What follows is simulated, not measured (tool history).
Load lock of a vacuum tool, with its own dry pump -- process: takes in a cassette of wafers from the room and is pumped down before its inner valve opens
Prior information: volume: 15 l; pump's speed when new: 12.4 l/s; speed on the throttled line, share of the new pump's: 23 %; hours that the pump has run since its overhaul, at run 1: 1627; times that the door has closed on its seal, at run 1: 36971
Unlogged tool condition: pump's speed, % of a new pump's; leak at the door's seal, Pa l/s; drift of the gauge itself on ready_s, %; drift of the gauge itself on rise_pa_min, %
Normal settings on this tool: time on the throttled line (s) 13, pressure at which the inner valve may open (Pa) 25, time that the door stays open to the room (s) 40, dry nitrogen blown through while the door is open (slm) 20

| run | hour | time on the throttled line (s) | pressure at which the inner valve may open (Pa) | time that the door stays open to the room (s) | dry nitrogen blown through while the door is open (slm) | hours that the pump has run since its overhaul | times that the door has closed on its seal | incoming humidity of the room's air, % | time from the closed door until the inner valve may open (s) | rise of the pressure with all valves shut (Pa/min) |
|---|---|---|---|---|---|---|---|---|---|---|
| 1 | 0.0 | 13 | 25 | 40 | 20 | 1627 | 36971 | 43.5 | 20.3 | 0.374 |
| 2 | 582.8 | 13 | 25 | 40 | 20 | 2210 | 37770 | 43.4 | 20.4 | 0.378 |
| 3 | 980.5 | 13 | 25 | 40 | 20 | 2608 | 38316 | 46.8 | 20.7 | 0.384 |
| 4 | 1565.2 | 13 | 25 | 40 | 20 | 3192 | 39119 | 47.5 | 20.4 | 0.403 |
| 5 | 1920.5 | 13 | 25 | 40 | 20 | 3548 | 39607 | 43.4 | 20.5 | 0.402 |
| 6 | 2315.2 | 13 | 25 | 40 | 20 | 3942 | 40149 | 47.9 | 20.7 | 0.415 |
| 7 | 2980.7 | 13 | 25 | 40 | 20 | 4608 | 41062 | 41.6 | 20.6 | 0.434 |
| 8 | 3453.2 | 13 | 25 | 40 | 20 | 5080 | 41711 | 43.5 | 20.8 | 0.442 |
| 9 | 3741.9 | 13 | 25 | 40 | 20 | 5369 | 42107 | 48.4 | 20.9 | 0.446 |
| 10 | 4400.2 | 13 | 25 | 40 | 20 | 6027 | 43011 | 49.9 | 21.0 | 0.466 |
| 11 | 4982.3 | 13 | 25 | 40 | 20 | 6610 | 43810 | 44.6 | 21.0 | 0.460 |
| 12 | 5372.3 | 13 | 25 | 237 | 20 | 7000 | 44345 | 44.3 | 21.2 | 0.613 |
| 13 | 5840.6 | 13 | 25 | 237 | 20 | 7468 | 44988 | 45.7 | 21.1 | 0.628 |
| 14 | 6493.4 | 21 | 25 | 40 | 20 | 8121 | 45884 | 43.0 | 26.9 | 0.499 |
| 15 | 6773.0 | 21 | 25 | 40 | 20 | 8400 | 46268 | 44.0 | 26.9 | 0.506 |
| 16 | 7359.7 | 20 | 25 | 40 | 20 | 8987 | 47073 | 46.2 | 26.4 | 0.525 |
|  | 7522.3 | door's seal changed, seat wiped |
|  | 7919.9 | dry pump taken out, an overhauled one fitted |
| 17 | 7943.6 | 13 | 25 | 40 | 20 | 24 | 570 | 41.2 | 19.9 | 0.061 |
| 18 | 8617.5 | 13 | 25 | 40 | 20 | 698 | 1495 | 45.2 | 20.1 | 0.069 |
| 19 | 9129.4 | 13 | 25 | 40 | 20 | 1209 | 2197 | 49.1 | 20.4 | 0.072 |
| 20 | 9663.1 | 7 | 25 | 40 | 43 | 1743 | 2930 | 43.9 | 15.7 | 0.056 |
| 21 | 9941.3 | 13 | 25 | 40 | 42 | 2021 | 3312 | 43.1 | 20.3 | 0.056 |
| 22 | 10587.0 | 13 | 25 | 40 | 42 | 2667 | 4198 | 43.5 | 20.3 | 0.056 |
| 23 | 11179.2 | 24 | 25 | 211 | 20 | 3259 | 5011 | 44.0 | 28.9 | 0.198 |
| 24 | 11698.3 | 24 | 25 | 211 | 20 | 3778 | 5724 | 46.3 | 28.9 | 0.203 |
| 25 | 12320.8 | 13 | 19 | 40 | 9 | 4401 | 6578 | 46.7 | 21.1 | 0.100 |
| 26 | 12831.0 | 12 | 27 | 40 | 21 | 4911 | 7279 | 44.3 | 19.8 | 0.087 |
| 27 | 13480.7 | 13 | 21 | 40 | 10 | 5561 | 8171 | 44.4 | 20.9 | 0.109 |
| 28 | 14112.4 | 6 | 25 | 67 | 20 | 6193 | 9038 | 40.1 | 15.7 | 0.114 |

Run 29 has not been measured yet. What should we expect?
| 29 | 14540.0 | 13 | 25 | 80 | 8 | 6620 | 9625 | 45.7 | ? | ? |

time from the closed door until the inner valve may open (s): 21.0
rise of the pressure with all valves shut (Pa/min): 0.165
Minus the tool's unlogged condition, the same run would have read time from the closed door until the inner valve may open (s) 20.3, rise of the pressure with all valves shut (Pa/min) 0.124.

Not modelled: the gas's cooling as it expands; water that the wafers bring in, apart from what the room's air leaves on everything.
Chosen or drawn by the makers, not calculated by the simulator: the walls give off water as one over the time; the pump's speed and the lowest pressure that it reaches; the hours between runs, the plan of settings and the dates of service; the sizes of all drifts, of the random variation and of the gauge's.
